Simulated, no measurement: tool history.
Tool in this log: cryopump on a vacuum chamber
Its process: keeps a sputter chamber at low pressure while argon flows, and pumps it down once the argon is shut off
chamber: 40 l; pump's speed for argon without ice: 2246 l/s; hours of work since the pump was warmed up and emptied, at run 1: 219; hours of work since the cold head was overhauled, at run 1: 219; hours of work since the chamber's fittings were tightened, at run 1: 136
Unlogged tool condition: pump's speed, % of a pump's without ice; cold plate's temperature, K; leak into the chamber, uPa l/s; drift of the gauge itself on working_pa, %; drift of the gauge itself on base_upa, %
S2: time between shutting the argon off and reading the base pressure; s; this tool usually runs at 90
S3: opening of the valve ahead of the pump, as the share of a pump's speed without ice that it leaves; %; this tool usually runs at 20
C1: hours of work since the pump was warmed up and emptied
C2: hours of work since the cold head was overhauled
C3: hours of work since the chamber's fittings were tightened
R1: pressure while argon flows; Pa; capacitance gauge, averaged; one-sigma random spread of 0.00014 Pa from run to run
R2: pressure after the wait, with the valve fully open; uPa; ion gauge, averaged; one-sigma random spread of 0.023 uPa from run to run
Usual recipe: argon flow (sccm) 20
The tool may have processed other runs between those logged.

run 1 hour=0 | argon_flow_(sccm)=20 S2=90 S3=20 | C1=219 C2=219 C3=136 | R1=0.0761 R2=0.88
run 2 hour=6.8 | argon_flow_(sccm)=20 S2=90 S3=20 | C1=222 C2=222 C3=139 | R1=0.0759 R2=0.86
run 3 hour=13.6 | argon_flow_(sccm)=20 S2=90 S3=20 | C1=225 C2=225 C3=142 | R1=0.0761 R2=0.83
run 4 hour=19.7 | argon_flow_(sccm)=20 S2=90 S3=20 | C1=228 C2=228 C3=145 | R1=0.0761 R2=0.85
run 5 hour=31.6 | argon_flow_(sccm)=20 S2=90 S3=20 | C1=233 C2=233 C3=150 | R1=0.0761 R2=0.86
run 6 hour=44.6 | argon_flow_(sccm)=20 S2=90 S3=20 | C1=238 C2=238 C3=155 | R1=0.0759 R2=0.83
run 7 hour=51.6 | argon_flow_(sccm)=20 S2=90 S3=54 | C1=241 C2=241 C3=158 | R1=0.0288 R2=0.85
run 8 hour=62.9 | argon_flow_(sccm)=20 S2=90 S3=33 | C1=246 C2=246 C3=163 | R1=0.0463 R2=0.86
run 9 hour=72.4 | argon_flow_(sccm)=20 S2=94 S3=20 | C1=250 C2=250 C3=167 | R1=0.0759 R2=0.8
run 10 hour=81 | argon_flow_(sccm)=20 S2=43 S3=20 | C1=254 C2=254 C3=171 | R1=0.0762 R2=1.58
run 11 hour=95.6 | argon_flow_(sccm)=20 S2=43 S3=38 | C1=260 C2=260 C3=177 | R1=0.0404 R2=1.54
run 12 hour=102.2 | argon_flow_(sccm)=20 S2=43 S3=38 | C1=263 C2=263 C3=180 | R1=0.0407 R2=1.5
run 13 hour=109.1 | argon_flow_(sccm)=20 S2=43 S3=38 | C1=266 C2=266 C3=183 | R1=0.0405 R2=1.53
run 14 hour=120.7 | argon_flow_(sccm)=20 S2=43 S3=38 | C1=271 C2=271 C3=188 | R1=0.0406 R2=1.51
run 15 hour=134.4 | argon_flow_(sccm)=20 S2=43 S3=38 | C1=277 C2=277 C3=194 | R1=0.0406 R2=1.54
run 16 hour=144.5 | argon_flow_(sccm)=20 S2=43 S3=38 | C1=281 C2=281 C3=198 | R1=0.0406 R2=1.53
run 17 hour=157.1 | argon_flow_(sccm)=20 S2=43 S3=38 | C1=287 C2=287 C3=204 | R1=0.0404 R2=1.52
run 18 hour=166.2 | argon_flow_(sccm)=38 S2=90 S3=20 | C1=291 C2=291 C3=208 | R1=0.1449 R2=0.9
run 19 hour=176 | argon_flow_(sccm)=35 S2=90 S3=58 | C1=295 C2=295 C3=212 | R1=0.0471 R2=0.88
run 20 hour=187.4 | argon_flow_(sccm)=33 S2=90 S3=58 | C1=300 C2=300 C3=217 | R1=0.045 R2=0.88
run 21 hour=196.1 | argon_flow_(sccm)=33 S2=90 S3=58 | C1=303 C2=303 C3=220 | R1=0.0445 R2=0.88
run 22 hour=202.2 | argon_flow_(sccm)=20 S2=90 S3=30 | C1=306 C2=306 C3=223 | R1=0.0513 R2=0.88
run 23 hour=214.1 | argon_flow_(sccm)=20 S2=90 S3=48 | C1=311 C2=311 C3=228 | R1=0.0324 R2=0.89
run 24 hour=225.9 | argon_flow_(sccm)=33 S2=92 S3=19 | C1=316 C2=316 C3=233 | R1=0.1328 R2=0.93
run 25 hour=238.2 | argon_flow_(sccm)=20 S2=216 S3=20 | C1=321 C2=321 C3=238 | R1=0.0764 R2=0.56
run 26 hour=251.2 | argon_flow_(sccm)=16 S2=119 S3=20 | C1=327 C2=327 C3=244 | R1=0.0612 R2=0.83
run 27 hour=265 | argon_flow_(sccm)=22 S2=72 S3=20 | C1=333 C2=333 C3=250 | R1=0.0841 R2=1.07
run 28 hour=278.7 | argon_flow_(sccm)=8 S2=90 S3=20 | C1=339 C2=339 C3=256 | R1=0.0305 R2=0.93
run 29 hour=291.3 | argon_flow_(sccm)=20 S2=90 S3=20 | C1=344 C2=344 C3=261 | R1=0.0766 R2=0.96
run 30 hour=302.2 | argon_flow_(sccm)=20 S2=90 S3=20 | C1=349 C2=349 C3=266 | R1=0.0764 R2=0.94
run 31 hour=315.9 | argon_flow_(sccm)=20 S2=224 S3=20 | C1=355 C2=355 C3=272 | R1=0.0764 R2=0.53
run 32 hour=322.7 | argon_flow_(sccm)=35 S2=221 S3=20 | C1=358 C2=358 C3=275 | R1=0.1337 R2=0.55
run 33 hour=334.2 | argon_flow_(sccm)=35 S2=221 S3=20 | C1=363 C2=363 C3=280 | R1=0.1336 R2=0.59
run 34 hour=340.6 | argon_flow_(sccm)=35 S2=221 S3=40 | C1=365 C2=365 C3=282 | R1=0.0681 R2=0.57
run 35 hour=351 | argon_flow_(sccm)=27 S2=68 S3=17 | C1=370 C2=370 C3=287 | R1=0.1213 R2=1.1

Consider 4 possible next runs. They are alternatives, not a sequence: every one starts from the tool as it was left by run 35. What does each give?
run A hour=359.5 | argon_flow_(sccm)=30 S2=282 S3=20 | C1=373 C2=373 C3=290 | R1=? R2=?
run B hour=359.5 | argon_flow_(sccm)=27 S2=68 S3=24 | C1=373 C2=373 C3=290 | R1=? R2=?
run C hour=359.5 | argon_flow_(sccm)=9 S2=90 S3=26 | C1=373 C2=373 C3=290 | R1=? R2=?
run D hour=359.5 | argon_flow_(sccm)=11 S2=138 S3=20 | C1=373 C2=373 C3=290 | R1=? R2=?

run=A R1=0.115 R2=0.53
run=B R1=0.0864 R2=1.17
run=C R1=0.0266 R2=0.97
run=D R1=0.042 R2=0.74
The same runs, with their run-to-run variation unchanged, on a tool lacking any hidden condition would have given:
run=A R1=0.1129 R2=0.32
run=B R1=0.0846 R2=0.95
run=C R1=0.0259 R2=0.75
run=D R1=0.0412 R2=0.53
